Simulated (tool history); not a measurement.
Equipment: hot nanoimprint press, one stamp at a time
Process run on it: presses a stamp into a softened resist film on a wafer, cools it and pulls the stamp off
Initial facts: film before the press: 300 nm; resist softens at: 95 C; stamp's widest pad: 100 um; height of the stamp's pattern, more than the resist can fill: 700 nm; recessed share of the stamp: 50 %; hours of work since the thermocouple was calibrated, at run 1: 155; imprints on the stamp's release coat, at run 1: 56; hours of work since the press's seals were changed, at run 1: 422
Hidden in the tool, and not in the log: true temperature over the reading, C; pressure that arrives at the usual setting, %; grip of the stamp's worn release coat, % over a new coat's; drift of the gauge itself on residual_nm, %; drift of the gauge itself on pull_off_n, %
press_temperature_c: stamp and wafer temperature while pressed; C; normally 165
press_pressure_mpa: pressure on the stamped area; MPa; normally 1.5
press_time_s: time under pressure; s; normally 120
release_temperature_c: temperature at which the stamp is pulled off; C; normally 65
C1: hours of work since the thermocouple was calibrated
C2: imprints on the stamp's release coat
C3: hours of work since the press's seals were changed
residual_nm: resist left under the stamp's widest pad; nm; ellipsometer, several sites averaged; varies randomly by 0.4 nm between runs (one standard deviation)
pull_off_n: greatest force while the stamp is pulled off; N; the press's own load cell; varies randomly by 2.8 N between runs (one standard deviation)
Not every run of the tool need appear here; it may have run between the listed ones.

Run 1, day 0: usual settings; C1 155; C2 56; C3 422. Result: residual_nm 173.9 nm, pull_off_n 136 N.
Run 2, day 2.075: usual settings; C1 189; C2 174; C3 456. Result: residual_nm 174.9 nm, pull_off_n 142 N.
Run 3, day 3.171: usual settings; C1 207; C2 236; C3 473. Result: residual_nm 174 nm, pull_off_n 140 N.
Run 4, day 5.362: usual settings; C1 242; C2 360; C3 509. Result: residual_nm 174.6 nm, pull_off_n 148 N.
Run 5, day 7.529: usual settings; C1 277; C2 483; C3 544. Result: residual_nm 173.8 nm, pull_off_n 148 N.
Run 6, day 9.738: usual settings; C1 313; C2 608; C3 580. Result: residual_nm 174.3 nm, pull_off_n 153 N.
Run 7, day 10.962: usual settings but press_temperature_c 164 C; C1 333; C2 677; C3 600. Result: residual_nm 178 nm, pull_off_n 153 N.
Run 8, day 12.975: usual settings but release_temperature_c 62 C; C1 365; C2 791; C3 632. Result: residual_nm 173.8 nm, pull_off_n 161 N.
Run 9, day 14.196: usual settings but release_temperature_c 62 C; C1 385; C2 860; C3 652. Result: residual_nm 173.3 nm, pull_off_n 160 N.
Run 10, day 16.083: usual settings but release_temperature_c 62 C; C1 416; C2 967; C3 682. Result: residual_nm 173 nm, pull_off_n 173 N.
At day 17.217: stamp cleaned and given a new release coat.
Run 11, day 17.817: usual settings but release_temperature_c 72 C; C1 440; C2 34; C3 706. Result: residual_nm 174.9 nm, pull_off_n 126 N.
At day 18.871: plate thermocouple calibrated.
Run 12, day 20.067: usual settings; C1 19; C2 154; C3 741. Result: residual_nm 173.2 nm, pull_off_n 137 N.
Run 13, day 21.454: usual settings but release_temperature_c 58 C; C1 42; C2 232; C3 763. Result: residual_nm 172.4 nm, pull_off_n 145 N.
Run 14, day 22.875: usual settings but release_temperature_c 58 C; C1 65; C2 313; C3 786. Result: residual_nm 172.2 nm, pull_off_n 148 N.
Run 15, day 23.85: usual settings but release_temperature_c 58 C; C1 81; C2 368; C3 802. Result: residual_nm 172.8 nm, pull_off_n 154 N.
At day 24.329: press's hydraulic seals changed and the load cell set to zero.
Run 16, day 25.596: usual settings but release_temperature_c 58 C; C1 103; C2 448; C3 21. Result: residual_nm 167 nm, pull_off_n 154 N.
Run 17, day 27.65: usual settings but release_temperature_c 58 C; C1 137; C2 564; C3 54. Result: residual_nm 167.4 nm, pull_off_n 159 N.
At day 28.275: plate thermocouple calibrated, once more.
Run 18, day 29.962: usual settings but press_time_s 121 s, release_temperature_c 68 C; C1 27; C2 688; C3 89. Result: residual_nm 171.4 nm, pull_off_n 151 N.
Run 19, day 31.638: usual settings but press_pressure_mpa 1.05 MPa, press_time_s 70 s, release_temperature_c 68 C; C1 54; C2 783; C3 116. Result: residual_nm 229.3 nm, pull_off_n 156 N.
Run 20, day 32.679: usual settings but press_temperature_c 167 C; C1 71; C2 842; C3 133. Result: residual_nm 166.6 nm, pull_off_n 161 N.
Run 21, day 34.375: usual settings but release_temperature_c 63 C; C1 99; C2 938; C3 161. Result: residual_nm 172.7 nm, pull_off_n 168 N.
Run 22, day 35.533: usual settings but press_temperature_c 169 C, press_pressure_mpa 0.99 MPa, press_time_s 236 s, release_temperature_c 63 C; C1 118; C2 1004; C3 179. Result: residual_nm 162.2 nm, pull_off_n 167 N.
At day 35.892: stamp cleaned and given a new release coat.
Run 23, day 37.279: usual settings but press_temperature_c 169 C, press_pressure_mpa 0.99 MPa, press_time_s 236 s, release_temperature_c 63 C; C1 142; C2 78; C3 204. Result: residual_nm 162 nm, pull_off_n 138 N.
Run 24, day 38.204: usual settings but press_temperature_c 169 C, press_pressure_mpa 1.61 MPa, press_time_s 236 s, release_temperature_c 62 C; C1 157; C2 131; C3 219. Result: residual_nm 123.3 nm, pull_off_n 138 N.
Run 25, day 39.533: usual settings but press_temperature_c 158 C, press_pressure_mpa 0.98 MPa, press_time_s 236 s, release_temperature_c 64 C; C1 178; C2 206; C3 240. Result: residual_nm 204.7 nm, pull_off_n 138 N.
Run 26, day 41.175: usual settings but press_temperature_c 164 C, press_pressure_mpa 1.98 MPa, press_time_s 236 s, release_temperature_c 64 C; C1 205; C2 299; C3 267. Result: residual_nm 123.6 nm, pull_off_n 143 N.
Run 27, day 42.658: usual settings but press_temperature_c 158 C, press_pressure_mpa 1.13 MPa, press_time_s 236 s, release_temperature_c 64 C; C1 229; C2 383; C3 291. Result: residual_nm 191.7 nm, pull_off_n 145 N.
Run 28, day 44.25: usual settings but release_temperature_c 55 C; C1 255; C2 473; C3 316. Result: residual_nm 172.5 nm, pull_off_n 156 N.
Run 29, day 46.15: usual settings but press_temperature_c 157 C, press_time_s 190 s, release_temperature_c 55 C; C1 285; C2 580; C3 347. Result: residual_nm 181.8 nm, pull_off_n 163 N.
Run 30, day 47.862: usual settings but press_temperature_c 157 C, press_pressure_mpa 0.92 MPa, press_time_s 190 s, release_temperature_c 53 C; C1 313; C2 677; C3 375. Result: residual_nm 223 nm, pull_off_n 166 N.

Each row is a separate what-if for the run after 30, all from the same tool condition, not one after another. Results?
Run A, day 49.554: usual settings but press_temperature_c 168 C; C1 340; C2 773; C3 402. Result: residual_nm ?, pull_off_n ?.
Run B, day 49.554: usual settings but press_temperature_c 157 C, press_pressure_mpa 1.18 MPa, press_time_s 79 s, release_temperature_c 59 C; C1 340; C2 773; C3 402. Result: residual_nm ?, pull_off_n ?.
Run C, day 49.554: usual settings but press_temperature_c 161 C, press_time_s 76 s, release_temperature_c 59 C; C1 340; C2 773; C3 402. Result: residual_nm ?, pull_off_n ?.

run  residual_nm  pull_off_n
  A        161.5         154
  B        241.5         160
  C        209.3         170
The same runs, with their run-to-run variation unchanged, on a tool lacking any hidden condition would have given:
run  residual_nm  pull_off_n
  A        161.6         129
  B        242.4         133
  C        209.7         142
